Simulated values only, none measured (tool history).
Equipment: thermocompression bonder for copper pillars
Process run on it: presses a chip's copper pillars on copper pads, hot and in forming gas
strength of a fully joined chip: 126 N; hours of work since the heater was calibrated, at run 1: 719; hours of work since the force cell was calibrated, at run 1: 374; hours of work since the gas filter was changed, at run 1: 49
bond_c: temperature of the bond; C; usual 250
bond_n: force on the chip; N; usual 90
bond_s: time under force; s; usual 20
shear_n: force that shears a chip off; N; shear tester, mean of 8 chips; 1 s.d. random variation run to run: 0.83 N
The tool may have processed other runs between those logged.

run,hour,bond_c,bond_n,bond_s,hours of work since the heater was calibrated,hours of work since the force cell was calibrated,hours of work since the gas filter was changed,shear_n
1,0,250,90,20,719,374,49,58.8
2,10,250,90,20,727,382,57,60.4
3,18.5,250,90,20,733,388,63,59.9
4,29.5,250,90,20,741,396,71,60.4
5,37.5,250,90,20,747,402,77,58.6
6,45.4,222,90,20,753,408,83,39
7,52.5,222,90,20,758,413,88,37.7
8,64.5,250,90,20,767,422,97,59.8
9,78.6,250,133,20,778,433,108,79.1
10,90.9,250,133,20,787,442,117,79.4
11,98.3,250,133,20,792,447,122,79.1
12,105.6,250,133,22,798,453,128,81.8
13,116.7,250,133,22,806,461,136,81.9
14,124.5,250,133,22,812,467,142,81.1
15,137.2,250,133,22,821,476,151,81.6
16,148.1,250,133,22,829,484,159,79.8
# hour 154.4: forming gas filter changed
17,161.7,250,90,20,839,494,5,61.3
18,170.1,250,90,20,845,500,12,60.6
19,177.9,250,90,20,851,506,17,58.6
20,192,250,90,12,861,516,28,49.9
21,206.4,236,90,12,872,527,39,39.6
22,218.4,250,97,20,881,536,47,63.4
23,231,220,72,13,890,545,57,24.1
24,237.4,220,72,13,895,550,62,25.4
25,247.2,225,72,32,902,557,69,37.9
26,260.8,258,102,51,912,567,79,93.7
27,269.9,258,102,51,919,574,86,92.8
28,276.6,250,107,20,924,579,91,68.1
29,286,250,107,20,931,586,98,66.7
30,296.3,250,107,20,939,594,105,67.6
31,303.2,250,90,41,944,599,110,73.2
32,309.8,250,90,41,949,604,115,72.9
33,318.8,228,64,18,955,610,122,27.8
34,333.6,233,62,20,966,621,133,30.7
35,340.1,277,54,54,971,626,138,73.1
36,354.3,222,69,54,982,637,148,42.7
37,365.8,246,95,48,990,645,157,74.4
# hour 375.7: forming gas filter changed
38,378.7,253,70,47,999,654,2,67.5
39,387.8,269,103,20,1006,661,9,82.1
40,398.9,250,135,13,1014,669,17,71.7

Predict each of these 4 candidate next runs independently; none follows another, all start after run 40:
A,410.9,250,100,14,1023,678,26,?
B,410.9,250,63,40,1023,678,26,?
C,410.9,250,90,12,1023,678,26,?
D,410.9,227,111,18,1023,678,26,?

run,shear_n
A,56.3
B,55.5
C,48.6
D,49.1
Without the tool's hidden state the same runs would have given:
run,shear_n
A,63.6
B,62.7
C,55.4
D,56.5
